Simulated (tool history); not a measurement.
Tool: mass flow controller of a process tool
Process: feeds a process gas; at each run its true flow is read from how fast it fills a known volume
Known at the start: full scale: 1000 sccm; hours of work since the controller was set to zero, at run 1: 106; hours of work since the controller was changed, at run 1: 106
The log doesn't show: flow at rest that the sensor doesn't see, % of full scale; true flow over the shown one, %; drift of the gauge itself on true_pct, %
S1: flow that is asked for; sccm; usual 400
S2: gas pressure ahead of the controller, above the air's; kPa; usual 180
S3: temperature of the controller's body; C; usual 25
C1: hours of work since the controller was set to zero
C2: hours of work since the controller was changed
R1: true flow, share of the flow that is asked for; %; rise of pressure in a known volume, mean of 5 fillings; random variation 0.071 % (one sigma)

run,day,S1,S2,S3,C1,C2,R1
1,0,400,180,25,106,106,99.42
2,3.325,400,180,25,136,136,99.43
3,6.275,400,180,25,163,163,99.31
4,10.592,400,180,25,202,202,99.4
5,14.304,400,180,25,235,235,99.31
6,19.312,499,180,25,281,281,99.34
7,23.292,400,202,25,317,317,99.22
8,27.146,400,180,21,352,352,99.62
9,31.925,400,180,25,395,395,99.17
10,37.208,400,180,25,443,443,99.05
11,41.108,400,180,25,479,479,99.02
12,45.204,400,180,25,516,516,99.11
13,50.954,400,180,25,568,568,99.02
14,54.267,400,180,37,598,598,97.92
15,56.9,303,180,25,622,622,98.8
# day 57.238: controller's zero set anew
16,62.492,303,180,25,48,672,98.57
17,67.312,303,180,25,91,716,98.5
18,71.404,478,151,26,128,753,99.07
# day 73.454: controller's zero set anew, once more
19,73.808,121,180,25,3,775,98.99
20,78.504,121,180,25,46,818,98.98
21,83.992,400,176,36,96,867,98.25
22,88.729,567,176,36,139,910,98.42
23,93.6,748,180,25,183,954,99.48
24,98.6,748,180,25,228,1000,99.42
25,102.838,493,190,30,267,1038,98.81
26,107.671,121,229,25,310,1082,97.86
27,112.858,173,141,25,357,1129,98.71
28,117.688,338,230,27,401,1173,98.36
29,122.162,120,200,25,442,1214,97.76
30,125.867,120,200,25,475,1247,97.67

Forecast each of these 4 alternatives for the next run:
A,130.379,120,215,32,516,1288,?
B,130.379,120,200,36,516,1288,?
C,130.379,631,274,25,516,1288,?
D,130.379,370,208,25,516,1288,?

run,R1
A,97.04
B,96.61
C,98.45
D,98.6
Without the tool's hidden state the same runs would have given:
run,R1
A,98.82
B,98.39
C,99.19
D,99.51

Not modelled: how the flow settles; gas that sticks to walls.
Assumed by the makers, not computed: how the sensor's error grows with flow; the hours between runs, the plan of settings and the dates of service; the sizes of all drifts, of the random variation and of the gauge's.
